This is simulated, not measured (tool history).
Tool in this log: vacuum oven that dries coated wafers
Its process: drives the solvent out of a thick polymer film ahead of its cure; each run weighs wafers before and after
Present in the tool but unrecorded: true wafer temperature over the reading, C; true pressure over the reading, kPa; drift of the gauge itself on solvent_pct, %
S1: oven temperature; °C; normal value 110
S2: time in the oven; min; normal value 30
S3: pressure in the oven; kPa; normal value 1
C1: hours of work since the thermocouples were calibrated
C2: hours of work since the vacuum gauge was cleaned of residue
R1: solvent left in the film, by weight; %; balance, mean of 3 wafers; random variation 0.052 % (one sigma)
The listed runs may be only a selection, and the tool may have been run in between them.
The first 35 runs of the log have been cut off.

| run | hour | S1 | S2 | S3 | C1 | C2 | R1 |
|---|---|---|---|---|---|---|---|
| 36 | 541.3 | 95 | 47 | 0.69 | 598 | 60 | 2 |
| 37 | 549.8 | 110 | 19 | 1.53 | 604 | 66 | 2.95 |
| 38 | 568.7 | 111 | 30 | 1 | 617 | 80 | 1.4 |
| 39 | 583.1 | 96 | 31 | 1.05 | 627 | 90 | 3.49 |
| 40 | 594.6 | 117 | 30 | 0.76 | 635 | 98 | 0.77 |
| 41 | 603.1 | 121 | 30 | 1 | 641 | 104 | 0.73 |
| 42 | 617.7 | 110 | 30 | 0.84 | 651 | 114 | 1.34 |
| 43 | 634.4 | 121 | 23 | 1.68 | 663 | 126 | 1.25 |
| 44 | 649.8 | 106 | 30 | 1.74 | 674 | 137 | 2.42 |
| 45 | 667.6 | 106 | 30 | 0.5 | 686 | 149 | 1.64 |
| 46 | 686.3 | 117 | 35 | 0.55 | 700 | 162 | 0.38 |
| 47 | 697.9 | 117 | 35 | 0.55 | 708 | 171 | 0.45 |

Consider 3 possible next runs. They are alternatives, not a sequence: every one starts from the tool as it was left by run 47. What does each give?
| A | 712.5 | 110 | 35 | 1 | 718 | 181 | ? |
| B | 712.5 | 110 | 49 | 1 | 718 | 181 | ? |
| C | 712.5 | 96 | 16 | 1 | 718 | 181 | ? |

| run | R1 |
|---|---|
| A | 1.09 |
| B | 0.78 |
| C | 5.83 |
With the hidden condition removed and each run's random variation left untouched, the same runs would have given:
| run | R1 |
|---|---|
| A | 0.96 |
| B | 0.69 |
| C | 5.57 |
